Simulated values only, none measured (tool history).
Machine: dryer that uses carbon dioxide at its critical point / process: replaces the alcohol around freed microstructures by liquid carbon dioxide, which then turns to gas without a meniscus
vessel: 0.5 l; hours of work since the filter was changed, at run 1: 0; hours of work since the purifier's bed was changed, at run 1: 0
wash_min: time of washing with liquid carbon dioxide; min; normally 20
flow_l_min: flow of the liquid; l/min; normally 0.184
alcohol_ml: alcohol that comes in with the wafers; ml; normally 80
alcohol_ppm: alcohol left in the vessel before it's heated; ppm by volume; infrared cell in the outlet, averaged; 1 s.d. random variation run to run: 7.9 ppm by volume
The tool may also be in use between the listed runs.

run	hour	wash_min	flow_l_min	alcohol_ml	hours of work since the filter was changed	hours of work since the purifier's bed was changed	alcohol_ppm
1	0	20	0.184	80	0	0	418
2	33.3	20	0.184	80	25	25	427
3	89.7	20	0.184	56	68	68	336
4	136.6	20	0.184	56	103	103	346
5	172	20	0.116	80	129	129	3981
6	215.3	18	0.184	80	162	162	872
7	244.7	20	0.184	80	184	184	531
8	287.8	20	0.184	80	217	217	552
9	332.9	20	0.161	104	251	251	1397
10	387.4	27	0.161	117	292	292	332
11	414.8	20	0.184	27	312	312	249
12	452.1	20	0.225	27	340	340	120
13	496.9	28	0.225	27	374	374	97
14	548.4	30	0.225	54	413	413	99
15	604.3	20	0.118	23	455	455	1329

Below are 4 alternative next runs, each starting from the tool's condition after run 15. Predict each:
A	645.9	26	0.163	33	486	486	?
B	645.9	16	0.227	36	486	486	?
C	645.9	31	0.271	32	486	486	?
D	645.9	30	0.118	63	486	486	?

run	alcohol_ppm
A	221
B	391
C	115
D	678
The same runs, with their run-to-run variation unchanged, on a tool lacking any hidden condition would have given:
run	alcohol_ppm
A	75
B	199
C	6
D	401
